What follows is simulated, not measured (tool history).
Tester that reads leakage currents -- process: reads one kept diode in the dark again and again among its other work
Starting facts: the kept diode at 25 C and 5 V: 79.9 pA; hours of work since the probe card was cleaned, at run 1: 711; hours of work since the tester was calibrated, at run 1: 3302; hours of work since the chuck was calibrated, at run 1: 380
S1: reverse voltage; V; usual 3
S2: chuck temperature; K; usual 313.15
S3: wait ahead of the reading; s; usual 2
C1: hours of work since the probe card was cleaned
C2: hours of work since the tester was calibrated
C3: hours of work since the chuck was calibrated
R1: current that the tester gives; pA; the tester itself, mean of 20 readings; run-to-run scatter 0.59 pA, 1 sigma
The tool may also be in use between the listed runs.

run,hour,S1,S2,S3,C1,C2,C3,R1
1,0,3,313.15,2,711,3302,380,203.3
2,89.4,3,313.15,2,757,3348,425,204.16
3,257.7,3,332.15,2,843,3434,511,744.39
4,328.9,3,332.15,2.38,879,3470,548,743.04
5,458.6,3,313.15,2,945,3536,614,207.41
6,579.5,3,313.15,2,1007,3598,676,208.28
7,649.5,3,313.15,2,1043,3634,711,209.4
8,821,3,313.15,2,1130,3722,799,211.55
# hour 836.1: chuck's temperature calibrated
9,901.2,3,313.15,2,1170,3762,33,218.09
10,1028.5,16.46,313.15,2.18,1235,3827,98,487.12
11,1102.6,3.13,313.15,2,1273,3864,136,223.63

For run 12, what comes out?
12,1226.2,5.43,313.15,7.44,1336,3928,199,?

For run 12 the tool returned R1 291.07 pA.
The same run, on a tool lacking any hidden state, would have yielded R1 258.95 pA.
